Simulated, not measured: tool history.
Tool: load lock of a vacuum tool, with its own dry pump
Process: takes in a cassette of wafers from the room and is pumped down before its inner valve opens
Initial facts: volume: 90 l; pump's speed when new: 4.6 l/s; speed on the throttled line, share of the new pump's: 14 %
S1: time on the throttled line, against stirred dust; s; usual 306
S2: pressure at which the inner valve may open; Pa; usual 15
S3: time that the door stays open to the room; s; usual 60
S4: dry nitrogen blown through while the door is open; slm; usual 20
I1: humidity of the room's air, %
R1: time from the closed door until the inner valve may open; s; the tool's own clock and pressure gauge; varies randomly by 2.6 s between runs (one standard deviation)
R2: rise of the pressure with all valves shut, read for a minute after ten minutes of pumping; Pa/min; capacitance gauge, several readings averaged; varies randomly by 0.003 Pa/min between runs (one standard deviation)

run,hour,S1,S2,S3,S4,I1,R1,R2
1,0.0,306,15,60,20,42.7,442.6,0.258
2,76.5,306,15,60,20,44.0,440.7,0.269
3,229.4,306,15,60,20,45.5,448.2,0.267
4,324.2,306,15,60,20,48.0,446.4,0.272
5,431.5,306,15,60,28,42.6,441.2,0.268
6,589.1,306,15,60,28,43.4,445.8,0.277
7,678.8,306,12,60,20,43.1,449.8,0.276
8,864.9,306,15,60,6,47.1,443.2,0.301
9,985.1,306,15,59,20,44.7,439.8,0.282
10,1171.4,306,15,59,20,46.0,443.2,0.288
11,1338.5,306,15,59,20,45.8,446.6,0.303
12,1434.7,306,15,59,20,45.4,445.2,0.303
13,1610.3,306,15,59,20,43.7,444.4,0.304
14,1743.9,306,15,59,20,46.2,445.6,0.298
15,1897.7,306,15,60,20,44.3,449.7,0.314
16,2044.2,306,15,98,20,46.3,447.7,0.318
17,2137.6,306,15,98,20,41.3,442.8,0.319
18,2253.7,306,15,98,20,48.7,443.1,0.327
19,2378.0,306,15,98,20,42.5,446.6,0.323
20,2481.5,306,15,60,40,46.3,445.2,0.321
21,2661.7,306,15,60,40,46.1,451.7,0.326
22,2839.0,479,11,52,8,45.9,605.3,0.354
23,2955.6,289,17,60,17,44.0,429.0,0.341
24,3086.8,289,17,60,17,45.0,435.8,0.351
25,3173.4,203,15,139,20,41.9,361.4,0.350
26,3260.8,203,15,139,20,42.4,361.0,0.355
27,3340.8,306,15,35,20,47.8,445.9,0.350
28,3458.2,445,15,50,10,43.6,572.7,0.361
29,3572.6,365,15,98,20,43.2,500.9,0.359
30,3715.8,306,13,60,20,44.5,451.2,0.354
31,3817.3,222,15,80,5,43.5,380.5,0.386
32,3941.0,311,14,80,5,45.6,455.2,0.391
33,4035.0,311,14,80,5,45.5,462.7,0.393
34,4197.2,453,23,82,21,39.6,565.7,0.379
35,4297.4,453,23,82,21,44.1,563.0,0.369
36,4441.9,453,23,82,21,44.1,563.7,0.380

Estimate the outcome of run 37 from the log above:
37,4584.9,453,23,82,21,44.6,?,?

R1: 564.5 s
R2: 0.390 Pa/min
With no hidden state in the tool, this same run would have given R1 553.3 s, R2 0.018 Pa/min.

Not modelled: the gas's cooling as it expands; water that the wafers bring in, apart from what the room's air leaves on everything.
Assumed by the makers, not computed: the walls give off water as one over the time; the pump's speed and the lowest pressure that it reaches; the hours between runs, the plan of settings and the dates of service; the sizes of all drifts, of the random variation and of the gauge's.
